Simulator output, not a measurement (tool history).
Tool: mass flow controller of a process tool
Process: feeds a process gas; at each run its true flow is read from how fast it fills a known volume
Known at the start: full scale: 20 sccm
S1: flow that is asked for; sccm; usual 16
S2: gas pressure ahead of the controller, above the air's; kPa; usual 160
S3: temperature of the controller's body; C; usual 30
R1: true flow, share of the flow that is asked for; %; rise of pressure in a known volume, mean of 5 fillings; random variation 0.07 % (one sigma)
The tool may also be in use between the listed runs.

{"run": 1, "hour": 0.0, "S1": 16, "S2": 160, "S3": 30, "R1": 99.34}
{"run": 2, "hour": 307.3, "S1": 16, "S2": 160, "S3": 30, "R1": 99.17}
{"run": 3, "hour": 447.4, "S1": 16, "S2": 160, "S3": 30, "R1": 99.0}
{"run": 4, "hour": 743.1, "S1": 16, "S2": 160, "S3": 30, "R1": 98.79}
{"run": 5, "hour": 967.0, "S1": 16, "S2": 160, "S3": 30, "R1": 98.56}
{"run": 6, "hour": 1131.2, "S1": 16, "S2": 160, "S3": 30, "R1": 98.42}
{"run": 7, "hour": 1383.0, "S1": 16, "S2": 160, "S3": 30, "R1": 98.21}
{"run": 8, "hour": 1652.0, "S1": 16, "S2": 160, "S3": 30, "R1": 98.16}
{"run": 9, "hour": 1846.4, "S1": 16, "S2": 160, "S3": 30, "R1": 97.95}
{"run": 10, "hour": 2037.7, "S1": 16, "S2": 156, "S3": 30, "R1": 97.58}
{"run": 11, "hour": 2195.8, "S1": 16, "S2": 156, "S3": 30, "R1": 97.78}
{"run": 12, "hour": 2485.1, "S1": 16, "S2": 160, "S3": 30, "R1": 97.52}
{"run": 13, "hour": 2611.8, "S1": 16, "S2": 160, "S3": 30, "R1": 97.31}
{"run": 14, "hour": 2803.4, "S1": 16, "S2": 160, "S3": 30, "R1": 97.0}
{"run": 15, "hour": 3058.7, "S1": 16, "S2": 160, "S3": 30, "R1": 96.94}
{"run": 16, "hour": 3243.6, "S1": 16, "S2": 160, "S3": 30, "R1": 96.77}
{"hour": 3257.8, "done": "gauge calibrated"}
{"run": 17, "hour": 3436.4, "S1": 16, "S2": 160, "S3": 30, "R1": 99.11}
{"run": 18, "hour": 3603.7, "S1": 3, "S2": 160, "S3": 30, "R1": 97.04}
{"run": 19, "hour": 3815.3, "S1": 3, "S2": 160, "S3": 30, "R1": 96.87}
{"run": 20, "hour": 4117.0, "S1": 3, "S2": 160, "S3": 30, "R1": 96.58}
{"run": 21, "hour": 4276.6, "S1": 3, "S2": 160, "S3": 25, "R1": 96.36}
{"run": 22, "hour": 4538.1, "S1": 16, "S2": 160, "S3": 30, "R1": 98.27}
{"run": 23, "hour": 4676.0, "S1": 16, "S2": 160, "S3": 30, "R1": 98.34}
{"run": 24, "hour": 4930.9, "S1": 16, "S2": 160, "S3": 30, "R1": 98.12}
{"run": 25, "hour": 5171.2, "S1": 18, "S2": 172, "S3": 30, "R1": 98.13}
{"run": 26, "hour": 5452.8, "S1": 18, "S2": 172, "S3": 30, "R1": 98.01}
{"hour": 5609.9, "done": "controller's zero set anew"}
{"run": 27, "hour": 5739.1, "S1": 9, "S2": 160, "S3": 21, "R1": 95.9}
{"hour": 5872.1, "done": "gauge calibrated"}
{"run": 28, "hour": 5946.5, "S1": 4, "S2": 250, "S3": 33, "R1": 97.84}
{"run": 29, "hour": 6218.4, "S1": 3, "S2": 167, "S3": 20, "R1": 96.7}
{"run": 30, "hour": 6519.8, "S1": 9, "S2": 169, "S3": 30, "R1": 97.81}
{"run": 31, "hour": 6749.6, "S1": 9, "S2": 169, "S3": 30, "R1": 97.59}
{"run": 32, "hour": 6960.5, "S1": 16, "S2": 160, "S3": 21, "R1": 98.18}
{"run": 33, "hour": 7203.5, "S1": 16, "S2": 160, "S3": 21, "R1": 98.01}
{"run": 34, "hour": 7399.2, "S1": 15, "S2": 205, "S3": 30, "R1": 98.04}
{"run": 35, "hour": 7553.1, "S1": 4, "S2": 247, "S3": 30, "R1": 96.41}
{"hour": 7584.2, "done": "controller exchanged for a calibrated one"}
{"run": 36, "hour": 7833.3, "S1": 16, "S2": 145, "S3": 30, "R1": 97.64}
{"run": 37, "hour": 7989.6, "S1": 16, "S2": 245, "S3": 30, "R1": 97.96}
{"run": 38, "hour": 8300.1, "S1": 6, "S2": 160, "S3": 30, "R1": 95.8}
{"run": 39, "hour": 8610.7, "S1": 7, "S2": 247, "S3": 30, "R1": 96.09}
{"run": 40, "hour": 8816.7, "S1": 7, "S2": 247, "S3": 30, "R1": 95.9}
{"run": 41, "hour": 9047.8, "S1": 4, "S2": 160, "S3": 34, "R1": 95.13}
{"run": 42, "hour": 9313.9, "S1": 4, "S2": 160, "S3": 34, "R1": 94.77}
{"run": 43, "hour": 9598.6, "S1": 9, "S2": 155, "S3": 27, "R1": 95.02}
{"run": 44, "hour": 9825.8, "S1": 3, "S2": 193, "S3": 32, "R1": 94.24}
{"run": 45, "hour": 10090.1, "S1": 16, "S2": 160, "S3": 23, "R1": 95.64}
{"run": 46, "hour": 10310.4, "S1": 3, "S2": 147, "S3": 25, "R1": 93.51}
{"run": 47, "hour": 10475.6, "S1": 3, "S2": 147, "S3": 25, "R1": 93.44}
{"run": 48, "hour": 10686.8, "S1": 3, "S2": 147, "S3": 25, "R1": 93.29}

Forecast each of these 3 alternatives for the next run:
{"run": "A", "hour": 10891.4, "S1": 4, "S2": 147, "S3": 28, "R1": "?"}
{"run": "B", "hour": 10891.4, "S1": 4, "S2": 186, "S3": 28, "R1": "?"}
{"run": "C", "hour": 10891.4, "S1": 2, "S2": 160, "S3": 27, "R1": "?"}

run=A R1=93.37
run=B R1=93.50
run=C R1=93.18
Without the tool's hidden state the same runs would have given:
run=A R1=97.40
run=B R1=97.53
run=C R1=97.19
